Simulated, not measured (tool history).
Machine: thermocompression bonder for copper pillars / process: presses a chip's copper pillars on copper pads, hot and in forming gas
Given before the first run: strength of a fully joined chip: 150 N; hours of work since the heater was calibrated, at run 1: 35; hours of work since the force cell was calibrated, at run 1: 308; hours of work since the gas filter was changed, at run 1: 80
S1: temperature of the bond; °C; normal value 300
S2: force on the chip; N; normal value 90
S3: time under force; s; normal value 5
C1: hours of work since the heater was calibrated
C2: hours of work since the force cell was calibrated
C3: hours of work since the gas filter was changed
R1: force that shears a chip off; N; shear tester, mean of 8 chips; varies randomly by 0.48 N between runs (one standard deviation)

{"run": 1, "hour": 0.0, "S1": 300, "S2": 90, "S3": 5, "C1": 35, "C2": 308, "C3": 80, "R1": 62.5}
{"run": 2, "hour": 20.4, "S1": 288, "S2": 90, "S3": 5, "C1": 48, "C2": 321, "C3": 93, "R1": 56.4}
{"run": 3, "hour": 46.2, "S1": 288, "S2": 90, "S3": 5, "C1": 64, "C2": 337, "C3": 110, "R1": 56.4}
{"run": 4, "hour": 72.8, "S1": 288, "S2": 90, "S3": 5, "C1": 81, "C2": 354, "C3": 127, "R1": 55.9}
{"run": 5, "hour": 88.5, "S1": 288, "S2": 90, "S3": 5, "C1": 91, "C2": 364, "C3": 137, "R1": 55.8}
{"run": 6, "hour": 115.0, "S1": 300, "S2": 59, "S3": 5, "C1": 108, "C2": 381, "C3": 154, "R1": 38.7}
{"run": 7, "hour": 127.8, "S1": 300, "S2": 75, "S3": 5, "C1": 116, "C2": 389, "C3": 162, "R1": 50.7}
{"run": 8, "hour": 145.6, "S1": 300, "S2": 75, "S3": 5, "C1": 127, "C2": 401, "C3": 173, "R1": 51.6}
{"hour": 161.9, "done": "forming gas filter changed"}
{"run": 9, "hour": 164.9, "S1": 300, "S2": 90, "S3": 5, "C1": 139, "C2": 413, "C3": 2, "R1": 63.2}
{"run": 10, "hour": 181.8, "S1": 300, "S2": 90, "S3": 5, "C1": 150, "C2": 423, "C3": 13, "R1": 63.1}
{"run": 11, "hour": 208.1, "S1": 300, "S2": 90, "S3": 3, "C1": 167, "C2": 440, "C3": 29, "R1": 52.3}
{"run": 12, "hour": 227.7, "S1": 300, "S2": 90, "S3": 3, "C1": 179, "C2": 452, "C3": 42, "R1": 51.6}
{"run": 13, "hour": 249.7, "S1": 300, "S2": 90, "S3": 3, "C1": 193, "C2": 466, "C3": 56, "R1": 51.1}
{"run": 14, "hour": 262.8, "S1": 300, "S2": 90, "S3": 5, "C1": 202, "C2": 475, "C3": 64, "R1": 63.8}
{"run": 15, "hour": 283.7, "S1": 300, "S2": 90, "S3": 5, "C1": 215, "C2": 488, "C3": 77, "R1": 63.6}
{"run": 16, "hour": 305.5, "S1": 300, "S2": 90, "S3": 5, "C1": 229, "C2": 502, "C3": 91, "R1": 63.4}
{"run": 17, "hour": 324.0, "S1": 300, "S2": 90, "S3": 5, "C1": 241, "C2": 514, "C3": 103, "R1": 63.4}
{"run": 18, "hour": 344.0, "S1": 300, "S2": 72, "S3": 5, "C1": 253, "C2": 526, "C3": 116, "R1": 49.3}
{"run": 19, "hour": 365.6, "S1": 300, "S2": 72, "S3": 5, "C1": 267, "C2": 540, "C3": 129, "R1": 49.2}
{"run": 20, "hour": 379.7, "S1": 300, "S2": 90, "S3": 5, "C1": 276, "C2": 549, "C3": 138, "R1": 63.2}
{"run": 21, "hour": 400.9, "S1": 300, "S2": 134, "S3": 6, "C1": 289, "C2": 563, "C3": 152, "R1": 96.5}
{"run": 22, "hour": 424.0, "S1": 300, "S2": 134, "S3": 6, "C1": 304, "C2": 577, "C3": 167, "R1": 96.2}
{"run": 23, "hour": 445.6, "S1": 300, "S2": 134, "S3": 6, "C1": 318, "C2": 591, "C3": 180, "R1": 96.6}
{"hour": 449.9, "done": "forming gas filter changed"}
{"run": 24, "hour": 470.9, "S1": 311, "S2": 122, "S3": 11, "C1": 334, "C2": 607, "C3": 13, "R1": 112.7}
{"run": 25, "hour": 482.7, "S1": 300, "S2": 86, "S3": 11, "C1": 341, "C2": 614, "C3": 21, "R1": 80.3}
{"run": 26, "hour": 506.4, "S1": 329, "S2": 60, "S3": 5, "C1": 356, "C2": 629, "C3": 36, "R1": 53.3}
{"run": 27, "hour": 532.1, "S1": 282, "S2": 110, "S3": 5, "C1": 372, "C2": 646, "C3": 52, "R1": 65.9}
{"run": 28, "hour": 545.6, "S1": 282, "S2": 110, "S3": 5, "C1": 381, "C2": 654, "C3": 61, "R1": 64.9}
{"run": 29, "hour": 565.9, "S1": 314, "S2": 65, "S3": 7, "C1": 394, "C2": 667, "C3": 74, "R1": 57.4}
{"run": 30, "hour": 580.7, "S1": 325, "S2": 55, "S3": 3, "C1": 403, "C2": 677, "C3": 83, "R1": 37.6}
{"run": 31, "hour": 605.5, "S1": 325, "S2": 55, "S3": 3, "C1": 419, "C2": 692, "C3": 99, "R1": 38.4}
{"run": 32, "hour": 619.6, "S1": 278, "S2": 96, "S3": 11, "C1": 428, "C2": 701, "C3": 108, "R1": 72.7}
{"run": 33, "hour": 638.9, "S1": 300, "S2": 90, "S3": 10, "C1": 440, "C2": 713, "C3": 120, "R1": 80.3}
{"run": 34, "hour": 654.6, "S1": 327, "S2": 90, "S3": 10, "C1": 450, "C2": 723, "C3": 130, "R1": 97.7}
{"run": 35, "hour": 675.1, "S1": 291, "S2": 94, "S3": 5, "C1": 463, "C2": 737, "C3": 143, "R1": 60.6}
{"run": 36, "hour": 686.9, "S1": 284, "S2": 100, "S3": 6, "C1": 471, "C2": 744, "C3": 151, "R1": 64.6}
{"run": 37, "hour": 707.3, "S1": 284, "S2": 100, "S3": 6, "C1": 484, "C2": 757, "C3": 164, "R1": 63.9}
{"run": 38, "hour": 724.1, "S1": 300, "S2": 90, "S3": 4, "C1": 494, "C2": 768, "C3": 174, "R1": 57.4}
{"hour": 738.4, "done": "forming gas filter changed"}
{"run": 39, "hour": 748.8, "S1": 288, "S2": 63, "S3": 3, "C1": 510, "C2": 783, "C3": 7, "R1": 29.5}

What if the next run were any one of these 5? Each begins from the tool's condition after run 39:
{"run": "A", "hour": 772.4, "S1": 297, "S2": 76, "S3": 13, "C1": 525, "C2": 798, "C3": 22, "R1": "?"}
{"run": "B", "hour": 772.4, "S1": 296, "S2": 57, "S3": 6, "C1": 525, "C2": 798, "C3": 22, "R1": "?"}
{"run": "C", "hour": 772.4, "S1": 305, "S2": 58, "S3": 3, "C1": 525, "C2": 798, "C3": 22, "R1": "?"}
{"run": "D", "hour": 772.4, "S1": 274, "S2": 73, "S3": 8, "C1": 525, "C2": 798, "C3": 22, "R1": "?"}
{"run": "E", "hour": 772.4, "S1": 285, "S2": 83, "S3": 3, "C1": 525, "C2": 798, "C3": 22, "R1": "?"}

run=A R1=73.8
run=B R1=39.1
run=C R1=32.2
run=D R1=45.2
run=E R1=40.2
Had the tool no hidden state, the same runs would have come out as:
run=A R1=73.8
run=B R1=39.1
run=C R1=32.2
run=D R1=45.3
run=E R1=40.2
